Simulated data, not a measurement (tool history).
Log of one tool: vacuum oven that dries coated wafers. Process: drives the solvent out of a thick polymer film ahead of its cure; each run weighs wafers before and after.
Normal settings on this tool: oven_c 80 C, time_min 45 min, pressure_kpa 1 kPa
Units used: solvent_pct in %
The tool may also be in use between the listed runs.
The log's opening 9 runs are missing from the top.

{"run": 10, "hour": 93.7, "oven_c": 80, "time_min": 45, "pressure_kpa": 1, "solvent_pct": 1.933}
{"run": 11, "hour": 106.5, "oven_c": 80, "time_min": 65, "pressure_kpa": 1, "solvent_pct": 1.113}
{"run": 12, "hour": 120.4, "oven_c": 80, "time_min": 65, "pressure_kpa": 1, "solvent_pct": 1.12}
{"run": 13, "hour": 130.7, "oven_c": 88, "time_min": 65, "pressure_kpa": 1, "solvent_pct": 0.472}
{"run": 14, "hour": 141.0, "oven_c": 88, "time_min": 65, "pressure_kpa": 1, "solvent_pct": 0.469}
{"run": 15, "hour": 156.0, "oven_c": 88, "time_min": 65, "pressure_kpa": 1, "solvent_pct": 0.469}
{"run": 16, "hour": 164.3, "oven_c": 88, "time_min": 65, "pressure_kpa": 1, "solvent_pct": 0.48}
{"run": 17, "hour": 181.0, "oven_c": 88, "time_min": 65, "pressure_kpa": 1, "solvent_pct": 0.478}
{"run": 18, "hour": 190.3, "oven_c": 92, "time_min": 62, "pressure_kpa": 1, "solvent_pct": 0.379}
{"run": 19, "hour": 204.1, "oven_c": 80, "time_min": 35, "pressure_kpa": 2.75, "solvent_pct": 3.616}
{"run": 20, "hour": 212.8, "oven_c": 90, "time_min": 29, "pressure_kpa": 2.8, "solvent_pct": 1.71}

Expected results for the next run?
{"run": 21, "hour": 229.6, "oven_c": 94, "time_min": 34, "pressure_kpa": 2.8, "solvent_pct": "?"}

solvent_pct: 1.087 %
The same run, on a tool lacking any hidden state, would have yielded solvent_pct 1.088 %.
